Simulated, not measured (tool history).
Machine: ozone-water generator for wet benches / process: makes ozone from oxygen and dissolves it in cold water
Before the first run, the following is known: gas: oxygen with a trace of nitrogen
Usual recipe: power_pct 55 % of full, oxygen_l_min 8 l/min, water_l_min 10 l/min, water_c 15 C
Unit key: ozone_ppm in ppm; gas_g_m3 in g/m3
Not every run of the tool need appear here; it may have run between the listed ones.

run 1 day=0 | power_pct=55 oxygen_l_min=8 water_l_min=10 water_c=15 | ozone_ppm=24.2 gas_g_m3=122.3
run 2 day=4.475 | power_pct=55 oxygen_l_min=8 water_l_min=10 water_c=15 | ozone_ppm=23.9 gas_g_m3=121
run 3 day=7.483 | power_pct=55 oxygen_l_min=8 water_l_min=10 water_c=15 | ozone_ppm=24.3 gas_g_m3=121.1
run 4 day=10.283 | power_pct=55 oxygen_l_min=8 water_l_min=10 water_c=15 | ozone_ppm=24.5 gas_g_m3=121.3
run 5 day=12.762 | power_pct=55 oxygen_l_min=8 water_l_min=10 water_c=15 | ozone_ppm=24.2 gas_g_m3=119.2
run 6 day=16.721 | power_pct=55 oxygen_l_min=8 water_l_min=10 water_c=15 | ozone_ppm=24.1 gas_g_m3=121.3
run 7 day=20.575 | power_pct=55 oxygen_l_min=8 water_l_min=10 water_c=15 | ozone_ppm=24.2 gas_g_m3=120.3
run 8 day=24.158 | power_pct=55 oxygen_l_min=8 water_l_min=11 water_c=15 | ozone_ppm=23 gas_g_m3=120.9
run 9 day=27.146 | power_pct=55 oxygen_l_min=8 water_l_min=11 water_c=15 | ozone_ppm=23 gas_g_m3=121.1
run 10 day=31.517 | power_pct=55 oxygen_l_min=8 water_l_min=11 water_c=15 | ozone_ppm=22.8 gas_g_m3=121.4
run 11 day=35.446 | power_pct=55 oxygen_l_min=5.95 water_l_min=11 water_c=15 | ozone_ppm=24.4 gas_g_m3=142.5
run 12 day=38.225 | power_pct=55 oxygen_l_min=5.95 water_l_min=11 water_c=15 | ozone_ppm=24.7 gas_g_m3=145
run 13 day=42.433 | power_pct=55 oxygen_l_min=8 water_l_min=10 water_c=11 | ozone_ppm=26.2 gas_g_m3=119.9
run 14 day=46.312 | power_pct=55 oxygen_l_min=8 water_l_min=10 water_c=11 | ozone_ppm=26.1 gas_g_m3=120.4
run 15 day=50.717 | power_pct=55 oxygen_l_min=4.74 water_l_min=10 water_c=15 | ozone_ppm=26.9 gas_g_m3=162.7
run 16 day=55.738 | power_pct=67 oxygen_l_min=8 water_l_min=10 water_c=15 | ozone_ppm=27.1 gas_g_m3=136.8
run 17 day=61.054 | power_pct=42 oxygen_l_min=8 water_l_min=10 water_c=15 | ozone_ppm=19.9 gas_g_m3=98.9
run 18 day=64.354 | power_pct=54 oxygen_l_min=8.07 water_l_min=13 water_c=11 | ozone_ppm=22.3 gas_g_m3=116.9
-- day=67.758 water thermometer calibrated
run 19 day=68.371 | power_pct=54 oxygen_l_min=8.07 water_l_min=13 water_c=11 | ozone_ppm=22.1 gas_g_m3=117
run 20 day=73.479 | power_pct=98 oxygen_l_min=8 water_l_min=10 water_c=17 | ozone_ppm=33.9 gas_g_m3=177.8
run 21 day=78.083 | power_pct=98 oxygen_l_min=8 water_l_min=10 water_c=7 | ozone_ppm=42.1 gas_g_m3=175
run 22 day=81.8 | power_pct=57 oxygen_l_min=11.39 water_l_min=9 water_c=12 | ozone_ppm=24 gas_g_m3=98.1
run 23 day=84.85 | power_pct=55 oxygen_l_min=8 water_l_min=9 water_c=15 | ozone_ppm=24.9 gas_g_m3=119.3
run 24 day=90.175 | power_pct=55 oxygen_l_min=8 water_l_min=9 water_c=15 | ozone_ppm=24.4 gas_g_m3=117.7
run 25 day=94.962 | power_pct=55 oxygen_l_min=8 water_l_min=9 water_c=15 | ozone_ppm=24.9 gas_g_m3=117.9
run 26 day=98.612 | power_pct=55 oxygen_l_min=4.5 water_l_min=9 water_c=8 | ozone_ppm=32.4 gas_g_m3=164.1
run 27 day=101.217 | power_pct=41 oxygen_l_min=13.08 water_l_min=9 water_c=17 | ozone_ppm=16.2 gas_g_m3=71.5
run 28 day=105.671 | power_pct=41 oxygen_l_min=13.08 water_l_min=9 water_c=17 | ozone_ppm=16.4 gas_g_m3=71.4
run 29 day=108.854 | power_pct=81 oxygen_l_min=8 water_l_min=12 water_c=8 | ozone_ppm=32 gas_g_m3=152.5
run 30 day=113.221 | power_pct=93 oxygen_l_min=8.05 water_l_min=12 water_c=22 | ozone_ppm=26.3 gas_g_m3=168.7
run 31 day=115.75 | power_pct=93 oxygen_l_min=8.05 water_l_min=12 water_c=22 | ozone_ppm=26.1 gas_g_m3=165.4
run 32 day=120.25 | power_pct=93 oxygen_l_min=8.05 water_l_min=12 water_c=22 | ozone_ppm=25.9 gas_g_m3=165.3
run 33 day=125.104 | power_pct=90 oxygen_l_min=8 water_l_min=10 water_c=15 | ozone_ppm=32.9 gas_g_m3=161.9

Some steps in ozone_ppm, run to run, broken into two amounts with sign: the step expected even without the hidden condition (settings, incoming material, random variation), and the rest, left for the hidden condition together with whatever gauge scatter is not in both the measured and the hidden-condition-free result:
The hidden state here: yield of the discharge, % of new electrodes'; contactor's efficiency, % of a clean one's; true water temperature over the reading, C; drift of the gauge itself on ozone_ppm, %; drift of the gauge itself on gas_g_m3, %.
Run 19 -> 20: power_pct 54 -> 98, oxygen_l_min 8.07 -> 8, water_l_min 13 -> 10, water_c 11 -> 17. ozone_ppm +11.8 ppm: hidden state -2.7, all else +14.5.
Run 21 -> 22: power_pct 98 -> 57, oxygen_l_min 8 -> 11.39, water_l_min 10 -> 9, water_c 7 -> 12. ozone_ppm -18.1 ppm: hidden state +3.4, all else -21.5.
Run 26 -> 27: power_pct 55 -> 41, oxygen_l_min 4.5 -> 13.08, water_c 8 -> 17. ozone_ppm -16.2 ppm: hidden state +2.1, all else -18.3.
Run 28 -> 29: power_pct 41 -> 81, oxygen_l_min 13.08 -> 8, water_l_min 9 -> 12, water_c 17 -> 8. ozone_ppm +15.6 ppm: hidden state -3.3, all else +18.9.
